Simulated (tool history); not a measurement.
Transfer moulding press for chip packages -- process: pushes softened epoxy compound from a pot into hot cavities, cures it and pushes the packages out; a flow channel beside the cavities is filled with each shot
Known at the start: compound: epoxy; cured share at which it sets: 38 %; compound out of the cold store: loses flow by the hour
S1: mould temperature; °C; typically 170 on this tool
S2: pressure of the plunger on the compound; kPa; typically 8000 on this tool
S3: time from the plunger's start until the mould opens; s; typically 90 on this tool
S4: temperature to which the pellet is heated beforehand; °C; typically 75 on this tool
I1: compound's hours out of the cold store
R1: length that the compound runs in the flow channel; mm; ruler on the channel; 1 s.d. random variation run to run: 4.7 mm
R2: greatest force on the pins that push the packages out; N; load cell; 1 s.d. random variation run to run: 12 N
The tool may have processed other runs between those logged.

{"run": 1, "hour": 0.0, "S1": 170, "S2": 8000, "S3": 90, "S4": 75, "I1": 34.4, "R1": 570, "R2": 691}
{"run": 2, "hour": 52.8, "S1": 170, "S2": 8000, "S3": 90, "S4": 75, "I1": 27.7, "R1": 585, "R2": 900}
{"hour": 64.0, "done": "cavities cleaned with cleaning compound and waxed"}
{"run": 3, "hour": 115.1, "S1": 170, "S2": 8000, "S3": 90, "S4": 75, "I1": 12.5, "R1": 628, "R2": 895}
{"hour": 143.2, "done": "cavities cleaned with cleaning compound and waxed"}
{"run": 4, "hour": 147.3, "S1": 170, "S2": 8000, "S3": 90, "S4": 75, "I1": 33.1, "R1": 553, "R2": 569}
{"run": 5, "hour": 200.8, "S1": 170, "S2": 8000, "S3": 90, "S4": 75, "I1": 18.5, "R1": 599, "R2": 927}
{"hour": 222.0, "done": "cavities cleaned with cleaning compound and waxed"}
{"run": 6, "hour": 259.5, "S1": 170, "S2": 8000, "S3": 90, "S4": 75, "I1": 31.5, "R1": 558, "R2": 856}
{"hour": 299.6, "done": "cavities cleaned with cleaning compound and waxed"}
{"hour": 314.1, "done": "plunger's sealing rings changed"}
{"run": 7, "hour": 323.1, "S1": 170, "S2": 8540, "S3": 90, "S4": 75, "I1": 25.7, "R1": 629, "R2": 768}
{"hour": 378.8, "done": "cavities cleaned with cleaning compound and waxed"}
{"run": 8, "hour": 381.5, "S1": 170, "S2": 8540, "S3": 90, "S4": 75, "I1": 29.6, "R1": 609, "R2": 577}
{"run": 9, "hour": 439.0, "S1": 170, "S2": 8000, "S3": 90, "S4": 75, "I1": 33.9, "R1": 574, "R2": 872}
{"hour": 456.4, "done": "cavities cleaned with cleaning compound and waxed"}
{"run": 10, "hour": 492.1, "S1": 170, "S2": 8000, "S3": 90, "S4": 75, "I1": 29.6, "R1": 584, "R2": 860}
{"hour": 535.3, "done": "cavities cleaned with cleaning compound and waxed"}
{"run": 11, "hour": 542.3, "S1": 170, "S2": 8000, "S3": 90, "S4": 81, "I1": 28.8, "R1": 591, "R2": 664}
{"run": 12, "hour": 592.2, "S1": 170, "S2": 8000, "S3": 90, "S4": 75, "I1": 13.8, "R1": 616, "R2": 944}
{"hour": 614.2, "done": "cavities cleaned with cleaning compound and waxed"}
{"run": 13, "hour": 623.2, "S1": 170, "S2": 8000, "S3": 90, "S4": 75, "I1": 38.4, "R1": 546, "R2": 704}
{"run": 14, "hour": 674.0, "S1": 171, "S2": 6340, "S3": 98, "S4": 70, "I1": 16.1, "R1": 548, "R2": 806}
{"hour": 692.2, "done": "cavities cleaned with cleaning compound and waxed"}
{"run": 15, "hour": 708.6, "S1": 162, "S2": 9210, "S3": 85, "S4": 75, "I1": 38.9, "R1": 619, "R2": 1365}
{"run": 16, "hour": 750.1, "S1": 174, "S2": 7350, "S3": 99, "S4": 84, "I1": 19.7, "R1": 566, "R2": 705}
{"hour": 769.8, "done": "cavities cleaned with cleaning compound and waxed"}
{"run": 17, "hour": 794.3, "S1": 174, "S2": 7350, "S3": 99, "S4": 84, "I1": 46.5, "R1": 495, "R2": 629}
{"run": 18, "hour": 842.1, "S1": 174, "S2": 7350, "S3": 99, "S4": 84, "I1": 44.7, "R1": 498, "R2": 728}
{"hour": 846.9, "done": "cavities cleaned with cleaning compound and waxed"}
{"hour": 866.6, "done": "plunger's sealing rings changed"}
{"run": 19, "hour": 881.3, "S1": 174, "S2": 7350, "S3": 99, "S4": 84, "I1": 37.9, "R1": 539, "R2": 653}
{"run": 20, "hour": 909.5, "S1": 174, "S2": 7350, "S3": 99, "S4": 84, "I1": 9.8, "R1": 624, "R2": 724}
{"hour": 929.7, "done": "cavities cleaned with cleaning compound and waxed"}
{"run": 21, "hour": 947.8, "S1": 174, "S2": 7350, "S3": 99, "S4": 84, "I1": 26.4, "R1": 567, "R2": 588}
{"run": 22, "hour": 991.1, "S1": 174, "S2": 7350, "S3": 99, "S4": 84, "I1": 18.4, "R1": 596, "R2": 707}
{"hour": 1010.7, "done": "cavities cleaned with cleaning compound and waxed"}
{"run": 23, "hour": 1050.8, "S1": 174, "S2": 7350, "S3": 73, "S4": 67, "I1": 14.7, "R1": 602, "R2": 1248}
{"hour": 1088.6, "done": "cavities cleaned with cleaning compound and waxed"}
{"run": 24, "hour": 1098.9, "S1": 163, "S2": 8710, "S3": 118, "S4": 65, "I1": 31.1, "R1": 625, "R2": 650}
{"run": 25, "hour": 1139.4, "S1": 169, "S2": 8480, "S3": 89, "S4": 72, "I1": 22.5, "R1": 627, "R2": 1069}

Some steps in R1 between neighbouring runs. How much of each would the tool show without its hidden state too (settings, what came in, random variation), and how much is left for the hidden state, with any gauge scatter that isn't in both results?
The hidden state here: true mould temperature over the reading, C; pressure that reaches the compound, % of what is set; grip of the stained cavities, % over clean ones'; drift of the gauge itself on flow_mm, %; drift of the gauge itself on push_out_n, %.
Run 3 -> 4: cavities cleaned with cleaning compound and waxed. R1 -75 mm: hidden state +1, all else -76.
Run 6 -> 7: S2 8000 -> 8540, cavities cleaned with cleaning compound and waxed, plunger's sealing rings changed. R1 +71 mm: hidden state +32, all else +39.
Run 18 -> 19: cavities cleaned with cleaning compound and waxed, plunger's sealing rings changed. R1 +41 mm: hidden state +29, all else +12.
Run 19 -> 20: nothing adjusted, nothing logged. R1 +85 mm: hidden state -1, all else +86.
